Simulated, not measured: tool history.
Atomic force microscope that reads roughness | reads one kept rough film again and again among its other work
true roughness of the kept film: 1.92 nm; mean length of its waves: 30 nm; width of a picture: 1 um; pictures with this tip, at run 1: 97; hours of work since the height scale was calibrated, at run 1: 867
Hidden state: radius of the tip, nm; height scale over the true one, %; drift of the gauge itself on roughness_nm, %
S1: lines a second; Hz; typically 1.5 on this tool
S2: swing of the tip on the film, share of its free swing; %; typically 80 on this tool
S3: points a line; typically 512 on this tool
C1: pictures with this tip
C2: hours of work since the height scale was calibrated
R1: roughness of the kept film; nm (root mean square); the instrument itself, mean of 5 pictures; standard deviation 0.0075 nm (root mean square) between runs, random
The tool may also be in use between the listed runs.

run 1 hour=0 | S1=1.5 S2=80 S3=512 | C1=97 C2=867 | R1=1.457
-- hour=22.5 new tip fitted
run 2 hour=54.3 | S1=1.5 S2=80 S3=922 | C1=45 C2=903 | R1=1.533
run 3 hour=82.1 | S1=1.5 S2=80 S3=922 | C1=84 C2=922 | R1=1.475
-- hour=114.1 new tip fitted
run 4 hour=117.1 | S1=1.5 S2=80 S3=922 | C1=4 C2=945 | R1=1.597
run 5 hour=155.1 | S1=1.5 S2=80 S3=490 | C1=58 C2=971 | R1=1.518
run 6 hour=186.9 | S1=1.5 S2=80 S3=512 | C1=102 C2=992 | R1=1.455
-- hour=207.6 new tip fitted
run 7 hour=238 | S1=0.91 S2=80 S3=512 | C1=42 C2=1026 | R1=1.597
run 8 hour=283.4 | S1=2.85 S2=80 S3=512 | C1=106 C2=1056 | R1=1.3
-- hour=299 new tip fitted
run 9 hour=310.5 | S1=1.5 S2=80 S3=460 | C1=16 C2=1074 | R1=1.559
run 10 hour=335.9 | S1=1.5 S2=80 S3=460 | C1=52 C2=1091 | R1=1.506
run 11 hour=388.3 | S1=0.72 S2=80 S3=460 | C1=126 C2=1126 | R1=1.505
-- hour=391.5 new tip fitted
run 12 hour=419.9 | S1=1.55 S2=74 S3=604 | C1=40 C2=1147 | R1=1.586
run 13 hour=464.4 | S1=1.69 S2=74 S3=604 | C1=103 C2=1177 | R1=1.477
-- hour=483 new tip fitted
run 14 hour=513.2 | S1=1.62 S2=89 S3=604 | C1=43 C2=1209 | R1=1.424
run 15 hour=546 | S1=2.82 S2=89 S3=604 | C1=89 C2=1231 | R1=1.208
-- hour=577.1 new tip fitted
run 16 hour=598.5 | S1=0.51 S2=89 S3=502 | C1=30 C2=1266 | R1=1.627
run 17 hour=646.1 | S1=0.51 S2=89 S3=502 | C1=97 C2=1298 | R1=1.526
-- hour=668.1 new tip fitted
run 18 hour=673.2 | S1=0.79 S2=80 S3=381 | C1=8 C2=1316 | R1=1.677
run 19 hour=713.2 | S1=0.79 S2=80 S3=381 | C1=64 C2=1343 | R1=1.601
run 20 hour=753.4 | S1=0.86 S2=55 S3=519 | C1=120 C2=1370 | R1=1.591
-- hour=760.7 new tip fitted
run 21 hour=793.8 | S1=0.86 S2=55 S3=519 | C1=46 C2=1397 | R1=1.695

Predict each of these 3 candidate next runs independently; none follows another, all start after run 21:
run A hour=833 | S1=1.5 S2=83 S3=930 | C1=101 C2=1423 | R1=?
run B hour=833 | S1=0.85 S2=55 S3=519 | C1=101 C2=1423 | R1=?
run C hour=833 | S1=1.5 S2=64 S3=271 | C1=101 C2=1423 | R1=?

run=A R1=1.437
run=B R1=1.621
run=C R1=1.539
Take away the tool's hidden state, keep each run's random variation, and the runs would have read:
run=A R1=1.574
run=B R1=1.774
run=C R1=1.685

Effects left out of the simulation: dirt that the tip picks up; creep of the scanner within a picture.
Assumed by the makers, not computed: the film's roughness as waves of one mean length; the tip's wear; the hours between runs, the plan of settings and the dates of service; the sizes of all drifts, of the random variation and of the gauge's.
